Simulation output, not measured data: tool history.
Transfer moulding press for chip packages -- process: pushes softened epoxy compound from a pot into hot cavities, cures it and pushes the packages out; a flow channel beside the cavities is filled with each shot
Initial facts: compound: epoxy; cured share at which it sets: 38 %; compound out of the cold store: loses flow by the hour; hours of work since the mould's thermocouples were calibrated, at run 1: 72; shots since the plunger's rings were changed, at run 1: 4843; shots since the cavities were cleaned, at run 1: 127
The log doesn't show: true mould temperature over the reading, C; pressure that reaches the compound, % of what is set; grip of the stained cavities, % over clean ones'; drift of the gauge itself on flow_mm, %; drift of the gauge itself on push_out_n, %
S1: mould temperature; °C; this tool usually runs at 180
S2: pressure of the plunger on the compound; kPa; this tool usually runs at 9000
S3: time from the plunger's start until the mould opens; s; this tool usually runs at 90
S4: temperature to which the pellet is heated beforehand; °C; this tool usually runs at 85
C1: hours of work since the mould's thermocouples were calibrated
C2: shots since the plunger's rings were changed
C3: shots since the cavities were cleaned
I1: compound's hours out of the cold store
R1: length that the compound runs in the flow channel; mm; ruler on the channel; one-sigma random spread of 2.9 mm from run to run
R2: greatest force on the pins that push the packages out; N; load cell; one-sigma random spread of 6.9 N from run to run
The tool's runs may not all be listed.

run   hour   S1     S2   S3  S4   C1    C2   C3    I1   R1   R2
  1      0  180   9000   90  85   72  4843  127  14.4  592  357
  2    8.5  180   9000   90  88   76  4924  208  34.1  542  351
  3     15  180   9000   74  85   79  4985  269  32.1  541  572
  4   27.5  180   9000   74  85   86  5103  387  27.6  555  617
  5   32.8  180   9000   74  85   88  5153  437  45.1  514  589
  6   40.3  180   9000   74  85   92  5224  508  39.8  528  605
  7   46.6  180   9000   90  85   95  5284  568  14.4  590  439
  8   56.6  180   9000   90  85  100  5378  662  16.1  581  443
  9   67.5  180   9000   77  85  106  5481  765  21.9  573  611
      74.2  -- plunger's sealing rings changed
      77.5  -- cavities cleaned with cleaning compound and waxed
 10   84.5  180  10160   90  85  112    84   67  17.3  649  327
 11   97.5  180  10160   90  85  119   206  189    42  587  334
 12  104.4  173  10160   90  85  122   271  254  37.8  610  564
 13    112  173  10160   90  85  126   343  326    23  646  585
 14  122.4  173  10160   90  85  131   442  425  32.1  620  585
 15  131.7  180   9000   90  85  136   529  512  25.2  590  416
 16  138.4  175   9000   78  85  139   592  575  37.9  564  744
 17  144.7  180   7060   90  85  143   652  635  27.1  519  432
 18  154.8  175   9080   79  87  148   747  730  35.1  571  788
 19  162.7  180   9000  127  85  152   821  804    36  559  320
     165.9  -- cavities cleaned with cleaning compound and waxed
 20  177.1  180   9000  127  85  158   944  106  45.1  545  241
 21  188.3  180   9000  127  85  164  1049  211  37.1  564  259
 22  199.7  181   9000   76  85  169  1157  319  41.1  547  494
 23  206.1  187   9000   90  85  173  1218  380  26.3  572  311
 24  218.5  186   9000   79  87  179  1335  497  33.6  561  381
 25    226  174   9000  120  77  183  1405  567  12.2  628  374
 26  231.8  183   8770   90  85  185  1460  622  27.2  569  367
 27    244  183   8770   90  85  192  1575  737  41.6  530  367
     253.9  -- cavities cleaned with cleaning compound and waxed
 28  257.6  183   9060   90  76  198  1689   34  46.7  535  265
 29  264.1  183   9060   90  78  201  1751   96  30.7  572  294

How would selected steps in R1 from run to run divide? Give the signed amount a tool lacking its hidden state would still show from settings, what came in and random variation, and the signed amount left for the hidden state, including any gauge scatter that is not in both of the compared results.
Run 4 -> 5: no setting touched and nothing written in the log between the runs. R1 -41 mm: hidden state +3, all else -44.
Run 9 -> 10: S2 9000 -> 10160, S3 77 -> 90, plunger's sealing rings changed, cavities cleaned with cleaning compound and waxed. R1 +76 mm: hidden state +33, all else +43.
Run 24 -> 25: S1 186 -> 174, S3 79 -> 120, S4 87 -> 77. R1 +67 mm: hidden state -2, all else +69.

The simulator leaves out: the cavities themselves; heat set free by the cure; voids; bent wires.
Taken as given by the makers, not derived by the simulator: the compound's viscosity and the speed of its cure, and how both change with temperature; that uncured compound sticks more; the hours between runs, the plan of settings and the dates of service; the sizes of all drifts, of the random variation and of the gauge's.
